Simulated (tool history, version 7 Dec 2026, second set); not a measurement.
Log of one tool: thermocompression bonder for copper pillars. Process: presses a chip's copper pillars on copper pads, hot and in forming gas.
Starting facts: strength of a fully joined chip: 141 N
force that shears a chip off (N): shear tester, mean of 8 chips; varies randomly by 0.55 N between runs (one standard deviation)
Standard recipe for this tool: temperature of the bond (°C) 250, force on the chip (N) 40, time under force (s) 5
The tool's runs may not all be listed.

| run | day | temperature of the bond (°C) | force on the chip (N) | time under force (s) | force that shears a chip off (N) |
|---|---|---|---|---|---|
| 1 | 0 | 250 | 40 | 5 | 88.3 |
|  | 1.529 | forming gas filter changed |
| 2 | 1.842 | 250 | 40 | 5 | 92.4 |
| 3 | 4.946 | 250 | 40 | 5 | 91.4 |
| 4 | 6.671 | 250 | 40 | 5 | 90.4 |
| 5 | 8.771 | 250 | 40 | 5 | 90.5 |
| 6 | 11.271 | 250 | 40 | 5 | 89 |
| 7 | 13.508 | 250 | 40 | 5 | 88.1 |
| 8 | 15.642 | 250 | 40 | 5 | 87.7 |
|  | 16.479 | forming gas filter changed |
| 9 | 17.571 | 250 | 40 | 5 | 93.1 |
| 10 | 19.6 | 250 | 50 | 5 | 103.1 |
| 11 | 22.104 | 250 | 50 | 5 | 101.9 |
| 12 | 24.796 | 250 | 50 | 5 | 100.6 |
| 13 | 27.6 | 269 | 40 | 5 | 100.5 |
| 14 | 29.254 | 269 | 40 | 5 | 99.7 |
|  | 31.538 | forming gas filter changed |
| 15 | 31.804 | 248 | 25 | 5 | 67.4 |
| 16 | 33.992 | 248 | 25 | 5 | 66.5 |
|  | 34.354 | force cell calibrated |
| 17 | 36.1 | 267 | 40 | 5 | 101.9 |
| 18 | 38.271 | 240 | 27 | 4 | 59.7 |
| 19 | 40.05 | 263 | 36 | 3 | 79.5 |
| 20 | 42.1 | 263 | 46 | 11 | 119.8 |
| 21 | 45.358 | 228 | 40 | 5 | 74 |
|  | 46.662 | forming gas filter changed |
| 22 | 47.079 | 258 | 40 | 5 | 97.8 |
|  | 47.858 | heater calibrated with a thermocouple chip |
| 23 | 49.946 | 237 | 40 | 4 | 74.8 |

3 ways to go on from here, each from the tool as it stands after run 23. What would each give?
| A | 52.104 | 259 | 28 | 4 | ? |
| B | 52.104 | 237 | 43 | 4 | ? |
| C | 52.104 | 275 | 40 | 6 | ? |

| run | force that shears a chip off (N) |
|---|---|
| A | 70.5 |
| B | 77.2 |
| C | 108.2 |
Without the tool's hidden state the same runs would have given:
| run | force that shears a chip off (N) |
|---|---|
| A | 73.9 |
| B | 80.8 |
| C | 112.2 |
